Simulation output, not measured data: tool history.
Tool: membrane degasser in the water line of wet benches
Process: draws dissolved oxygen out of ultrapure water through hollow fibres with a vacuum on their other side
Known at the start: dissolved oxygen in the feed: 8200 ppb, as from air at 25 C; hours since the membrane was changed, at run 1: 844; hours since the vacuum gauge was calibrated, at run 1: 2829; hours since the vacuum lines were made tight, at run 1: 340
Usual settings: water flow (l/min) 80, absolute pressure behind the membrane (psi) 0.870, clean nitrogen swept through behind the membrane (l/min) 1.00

run,day,water flow (l/min),absolute pressure behind the membrane (psi),clean nitrogen swept through behind the membrane (l/min),hours since the membrane was changed,hours since the vacuum gauge was calibrated,hours since the vacuum lines were made tight,dissolved oxygen in the water behind the degasser (ppb),pressure that the water loses in the fibres (psi)
1,0.000,80,0.870,1.00,844,2829,340,408.3,6.067
2,2.254,80,0.870,1.00,898,2883,394,411.5,6.035
3,3.958,98,0.870,1.00,939,2924,435,486.9,7.381
4,5.912,94,0.870,1.00,986,2971,482,463.1,7.087
5,7.846,94,0.870,1.00,1033,3017,529,463.0,7.111
6,9.892,94,0.870,1.00,1082,3066,578,462.5,7.087
7,12.538,94,0.870,0.68,1145,3130,641,569.2,7.130
8,14.800,94,0.870,0.68,1199,3184,695,563.8,7.146
9,17.192,80,0.870,1.00,1257,3241,753,413.5,6.073
10,20.262,80,0.870,1.00,1331,3315,827,403.6,6.042
11,22.246,80,0.870,0.86,1378,3363,874,453.4,6.050
12,25.796,80,1.179,0.86,1463,3448,959,731.1,6.094
13,28.117,80,1.179,0.86,1519,3504,1015,727.9,6.052
14,30.246,80,1.179,2.58,1570,3555,1066,361.3,6.105
15,33.142,80,1.179,2.58,1640,3624,1136,356.7,6.084
16,35.000,80,1.179,2.58,1684,3669,1180,357.8,6.042
17,38.321,90,0.629,1.21,1764,3748,1260,209.9,6.854
18,41.788,80,1.411,0.44,1847,3832,1343,1330.8,6.052
19,45.308,55,1.859,0.44,1932,3916,1428,1518.2,4.229
20,48.408,55,1.859,0.44,2006,3991,1502,1538.4,4.154
21,51.104,124,0.870,1.00,2071,4055,1567,573.9,9.459
22,54.742,121,0.870,1.00,2158,4142,1654,570.9,9.190
23,57.162,92,1.893,2.17,2216,4201,1712,828.0,7.013
24,59.983,92,1.893,2.17,2284,4268,1780,817.5,7.065
25,63.162,80,0.870,1.69,2360,4345,1856,304.7,6.081
26,65.508,64,0.921,1.00,2416,4401,1912,388.1,4.881
27,67.308,72,0.741,2.49,2460,4444,1956,158.3,5.530
28,68.975,72,0.741,2.49,2500,4484,1996,159.5,5.523
29,72.504,126,2.020,2.82,2584,4569,2080,968.1,9.616
30,74.662,126,2.020,2.82,2636,4621,2132,948.1,9.564
31,77.283,126,2.020,2.82,2699,4684,2195,950.3,9.612

The same runs without the tool's hidden state, with the same run-to-run variation:
The hidden state here: membrane still open, %; true pressure behind the membrane over the reading, kPa; air that leaks in behind the membrane, l/min; drift of the gauge itself on oxygen_ppb, %; drift of the gauge itself on loss_of_pressure_kpa, %.
run,dissolved oxygen in the water behind the degasser (ppb),pressure that the water loses in the fibres (psi)
1,399.5,6.032
2,402.4,5.996
3,476.0,7.333
4,452.5,7.037
5,452.1,7.060
6,451.4,7.033
7,555.5,7.073
8,550.0,7.088
9,402.7,6.021
10,392.7,5.987
11,441.2,5.993
12,719.5,6.035
13,716.2,5.992
14,353.9,6.041
15,349.2,6.018
16,350.1,5.974
17,196.0,6.775
18,1316.2,5.978
19,1508.8,4.176
20,1528.8,4.100
21,553.9,9.332
22,550.4,9.061
23,817.1,6.911
24,806.4,6.960
25,292.1,5.989
26,374.6,4.804
27,148.7,5.443
28,149.7,5.435
29,953.6,9.456
30,933.6,9.401
31,935.5,9.445
